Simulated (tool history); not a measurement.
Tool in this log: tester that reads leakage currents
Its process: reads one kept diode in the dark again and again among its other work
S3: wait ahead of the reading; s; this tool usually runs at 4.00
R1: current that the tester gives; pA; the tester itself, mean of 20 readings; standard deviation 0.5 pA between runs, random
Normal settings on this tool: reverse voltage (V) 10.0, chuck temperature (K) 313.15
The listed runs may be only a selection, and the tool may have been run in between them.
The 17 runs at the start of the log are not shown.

At hour 2120.1: chuck's temperature calibrated.
Run 18, hour 2202.5: usual settings but reverse voltage (V) 6.3, S3 4.62 s. Result: R1 147.57 pA.
Run 19, hour 2313.3: usual settings but reverse voltage (V) 2.6, chuck temperature (K) 308.15, S3 0.53 s. Result: R1 74.85 pA.
Run 20, hour 2459.9: usual settings but reverse voltage (V) 2.6, chuck temperature (K) 308.15, S3 0.53 s. Result: R1 74.56 pA.
Run 21, hour 2546.5: usual settings but reverse voltage (V) 2.6, chuck temperature (K) 308.15, S3 0.53 s. Result: R1 75.59 pA.
Run 22, hour 2616.6: usual settings but reverse voltage (V) 1.2, chuck temperature (K) 308.15, S3 0.53 s. Result: R1 58.29 pA.
Run 23, hour 2740.1: usual settings but S3 3.17 s. Result: R1 179.59 pA.
Run 24, hour 2824.2: usual settings but S3 3.17 s. Result: R1 180.33 pA.
Run 25, hour 2947.8: usual settings but reverse voltage (V) 3.0, chuck temperature (K) 311.15, S3 4.76 s. Result: R1 101.95 pA.
Run 26, hour 3047.3: usual settings but reverse voltage (V) 5.1, chuck temperature (K) 295.15, S3 9.52 s. Result: R1 33.82 pA.
Run 27, hour 3119.1: usual settings but reverse voltage (V) 4.1, chuck temperature (K) 321.15, S3 3.21 s. Result: R1 254.55 pA.
Run 28, hour 3236.9: usual settings but reverse voltage (V) 4.8, chuck temperature (K) 321.15, S3 4.38 s. Result: R1 271.01 pA.
Run 29, hour 3306.5: usual settings but reverse voltage (V) 1.8, chuck temperature (K) 324.15, S3 0.60 s. Result: R1 251.77 pA.
Run 30, hour 3428.6: usual settings but reverse voltage (V) 17.9, chuck temperature (K) 324.15, S3 0.35 s. Result: R1 552.61 pA.
Run 31, hour 3536.8: usual settings but reverse voltage (V) 17.9, chuck temperature (K) 324.15, S3 0.35 s. Result: R1 553.32 pA.
Run 32, hour 3604.2: usual settings but reverse voltage (V) 17.9, chuck temperature (K) 324.15, S3 0.35 s. Result: R1 554.18 pA.
Run 33, hour 3697.5: usual settings but reverse voltage (V) 12.1, chuck temperature (K) 295.15, S3 1.96 s. Result: R1 57.26 pA.
Run 34, hour 3803.2: usual settings but reverse voltage (V) 12.1, chuck temperature (K) 295.15, S3 1.96 s. Result: R1 57.89 pA.
Run 35, hour 3883.5: usual settings but reverse voltage (V) 2.9, chuck temperature (K) 301.15, S3 0.51 s. Result: R1 47.82 pA.

Predict each of these 5 candidate next runs independently; none follows another, all start after run 35:
Run A, hour 4027.3: usual settings but reverse voltage (V) 2.9, chuck temperature (K) 296.15, S3 9.98 s. Result: R1 ?.
Run B, hour 4027.3: usual settings but reverse voltage (V) 2.9, chuck temperature (K) 300.15, S3 0.51 s. Result: R1 ?.
Run C, hour 4027.3: usual settings but reverse voltage (V) 1.7, chuck temperature (K) 298.15, S3 3.60 s. Result: R1 ?.
Run D, hour 4027.3: usual settings but reverse voltage (V) 2.9, chuck temperature (K) 315.15, S3 6.64 s. Result: R1 ?.
Run E, hour 4027.3: usual settings but reverse voltage (V) 1.6, S3 5.34 s. Result: R1 ?.

run      R1
  A   31.24
  B   44.36
  C   29.71
  D  146.31
  E  101.73
Take away the tool's hidden state, keep each run's random variation, and the runs would have read:
run      R1
  A   24.22
  B   36.58
  C   24.77
  D  131.90
  E   92.30

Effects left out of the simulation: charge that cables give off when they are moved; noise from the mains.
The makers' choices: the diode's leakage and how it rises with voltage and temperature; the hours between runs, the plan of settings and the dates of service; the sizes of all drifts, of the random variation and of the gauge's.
